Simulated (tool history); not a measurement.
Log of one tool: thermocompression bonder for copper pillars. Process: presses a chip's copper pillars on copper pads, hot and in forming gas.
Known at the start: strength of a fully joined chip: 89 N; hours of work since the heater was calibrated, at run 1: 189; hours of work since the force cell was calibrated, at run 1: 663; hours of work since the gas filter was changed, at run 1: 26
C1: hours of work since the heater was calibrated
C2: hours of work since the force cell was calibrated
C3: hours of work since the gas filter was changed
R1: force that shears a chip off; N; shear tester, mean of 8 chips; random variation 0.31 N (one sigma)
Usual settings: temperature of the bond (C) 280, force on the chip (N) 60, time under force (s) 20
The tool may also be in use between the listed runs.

{"run": 1, "hour": 0.0, "temperature of the bond (C)": 280, "force on the chip (N)": 60, "time under force (s)": 20, "C1": 189, "C2": 663, "C3": 26, "R1": 58.7}
{"run": 2, "hour": 24.2, "temperature of the bond (C)": 280, "force on the chip (N)": 60, "time under force (s)": 14, "C1": 207, "C2": 682, "C3": 45, "R1": 52.2}
{"run": 3, "hour": 37.7, "temperature of the bond (C)": 280, "force on the chip (N)": 60, "time under force (s)": 14, "C1": 217, "C2": 692, "C3": 55, "R1": 52.5}
{"run": 4, "hour": 56.0, "temperature of the bond (C)": 280, "force on the chip (N)": 60, "time under force (s)": 30, "C1": 231, "C2": 706, "C3": 69, "R1": 64.2}
{"run": 5, "hour": 70.7, "temperature of the bond (C)": 280, "force on the chip (N)": 60, "time under force (s)": 30, "C1": 242, "C2": 717, "C3": 80, "R1": 63.2}
{"run": 6, "hour": 94.1, "temperature of the bond (C)": 280, "force on the chip (N)": 60, "time under force (s)": 20, "C1": 260, "C2": 735, "C3": 98, "R1": 56.3}
{"run": 7, "hour": 117.4, "temperature of the bond (C)": 280, "force on the chip (N)": 85, "time under force (s)": 20, "C1": 278, "C2": 753, "C3": 115, "R1": 68}
{"run": 8, "hour": 130.8, "temperature of the bond (C)": 280, "force on the chip (N)": 85, "time under force (s)": 20, "C1": 288, "C2": 763, "C3": 125, "R1": 67.3}
{"run": 9, "hour": 144.6, "temperature of the bond (C)": 280, "force on the chip (N)": 60, "time under force (s)": 30, "C1": 298, "C2": 773, "C3": 136, "R1": 61.7}
{"hour": 161.1, "done": "forming gas filter changed"}
{"run": 10, "hour": 166.2, "temperature of the bond (C)": 280, "force on the chip (N)": 60, "time under force (s)": 30, "C1": 314, "C2": 789, "C3": 4, "R1": 66.2}
{"run": 11, "hour": 186.9, "temperature of the bond (C)": 280, "force on the chip (N)": 60, "time under force (s)": 30, "C1": 330, "C2": 805, "C3": 20, "R1": 66.4}
{"run": 12, "hour": 206.0, "temperature of the bond (C)": 280, "force on the chip (N)": 60, "time under force (s)": 30, "C1": 345, "C2": 819, "C3": 34, "R1": 65.6}
{"run": 13, "hour": 231.1, "temperature of the bond (C)": 280, "force on the chip (N)": 60, "time under force (s)": 12, "C1": 364, "C2": 838, "C3": 53, "R1": 50.5}
{"run": 14, "hour": 246.9, "temperature of the bond (C)": 280, "force on the chip (N)": 60, "time under force (s)": 12, "C1": 376, "C2": 850, "C3": 65, "R1": 50}
{"run": 15, "hour": 259.8, "temperature of the bond (C)": 280, "force on the chip (N)": 48, "time under force (s)": 20, "C1": 386, "C2": 860, "C3": 75, "R1": 49.9}
{"run": 16, "hour": 281.5, "temperature of the bond (C)": 280, "force on the chip (N)": 46, "time under force (s)": 25, "C1": 402, "C2": 877, "C3": 91, "R1": 51.9}
{"hour": 285.1, "done": "force cell calibrated"}
{"run": 17, "hour": 294.3, "temperature of the bond (C)": 258, "force on the chip (N)": 67, "time under force (s)": 10, "C1": 411, "C2": 7, "C3": 100, "R1": 37.2}
{"run": 18, "hour": 319.0, "temperature of the bond (C)": 288, "force on the chip (N)": 42, "time under force (s)": 10, "C1": 429, "C2": 26, "C3": 119, "R1": 39.2}
{"run": 19, "hour": 331.4, "temperature of the bond (C)": 292, "force on the chip (N)": 50, "time under force (s)": 13, "C1": 439, "C2": 35, "C3": 128, "R1": 51.2}
{"run": 20, "hour": 346.6, "temperature of the bond (C)": 292, "force on the chip (N)": 50, "time under force (s)": 13, "C1": 450, "C2": 47, "C3": 140, "R1": 51.1}
{"hour": 358.0, "done": "forming gas filter changed"}
{"hour": 363.9, "done": "force cell calibrated, once more"}
{"run": 21, "hour": 376.5, "temperature of the bond (C)": 292, "force on the chip (N)": 50, "time under force (s)": 13, "C1": 471, "C2": 10, "C3": 13, "R1": 53.9}
{"run": 22, "hour": 394.7, "temperature of the bond (C)": 280, "force on the chip (N)": 72, "time under force (s)": 12, "C1": 485, "C2": 23, "C3": 27, "R1": 58.1}
{"run": 23, "hour": 407.5, "temperature of the bond (C)": 280, "force on the chip (N)": 72, "time under force (s)": 12, "C1": 495, "C2": 33, "C3": 36, "R1": 57.6}
{"run": 24, "hour": 423.3, "temperature of the bond (C)": 301, "force on the chip (N)": 58, "time under force (s)": 38, "C1": 507, "C2": 45, "C3": 48, "R1": 77.5}
{"run": 25, "hour": 450.7, "temperature of the bond (C)": 291, "force on the chip (N)": 56, "time under force (s)": 51, "C1": 528, "C2": 66, "C3": 69, "R1": 75.5}
{"run": 26, "hour": 468.7, "temperature of the bond (C)": 291, "force on the chip (N)": 48, "time under force (s)": 51, "C1": 541, "C2": 79, "C3": 83, "R1": 70.1}
{"run": 27, "hour": 486.3, "temperature of the bond (C)": 262, "force on the chip (N)": 60, "time under force (s)": 20, "C1": 555, "C2": 93, "C3": 96, "R1": 45.9}
{"run": 28, "hour": 510.2, "temperature of the bond (C)": 270, "force on the chip (N)": 60, "time under force (s)": 24, "C1": 573, "C2": 111, "C3": 114, "R1": 53}
{"run": 29, "hour": 528.3, "temperature of the bond (C)": 273, "force on the chip (N)": 60, "time under force (s)": 55, "C1": 587, "C2": 125, "C3": 128, "R1": 67}
{"run": 30, "hour": 549.7, "temperature of the bond (C)": 252, "force on the chip (N)": 37, "time under force (s)": 10, "C1": 603, "C2": 141, "C3": 144, "R1": 18.9}

Forecast each of these 4 alternatives for the next run:
{"hour": 553.9, "done": "forming gas filter changed"}
{"run": "A", "hour": 564.8, "temperature of the bond (C)": 270, "force on the chip (N)": 37, "time under force (s)": 34, "C1": 614, "C2": 152, "C3": 8, "R1": "?"}
{"hour": 553.9, "done": "forming gas filter changed"}
{"run": "B", "hour": 564.8, "temperature of the bond (C)": 307, "force on the chip (N)": 39, "time under force (s)": 24, "C1": 614, "C2": 152, "C3": 8, "R1": "?"}
{"hour": 553.9, "done": "forming gas filter changed"}
{"run": "C", "hour": 564.8, "temperature of the bond (C)": 280, "force on the chip (N)": 60, "time under force (s)": 16, "C1": 614, "C2": 152, "C3": 8, "R1": "?"}
{"hour": 553.9, "done": "forming gas filter changed"}
{"run": "D", "hour": 564.8, "temperature of the bond (C)": 267, "force on the chip (N)": 51, "time under force (s)": 46, "C1": 614, "C2": 152, "C3": 8, "R1": "?"}

run=A R1=45.3
run=B R1=64.2
run=C R1=56.9
run=D R1=60.2
Without the tool's hidden state the same runs would have given:
run=A R1=42
run=B R1=61.3
run=C R1=53.6
run=D R1=56.7

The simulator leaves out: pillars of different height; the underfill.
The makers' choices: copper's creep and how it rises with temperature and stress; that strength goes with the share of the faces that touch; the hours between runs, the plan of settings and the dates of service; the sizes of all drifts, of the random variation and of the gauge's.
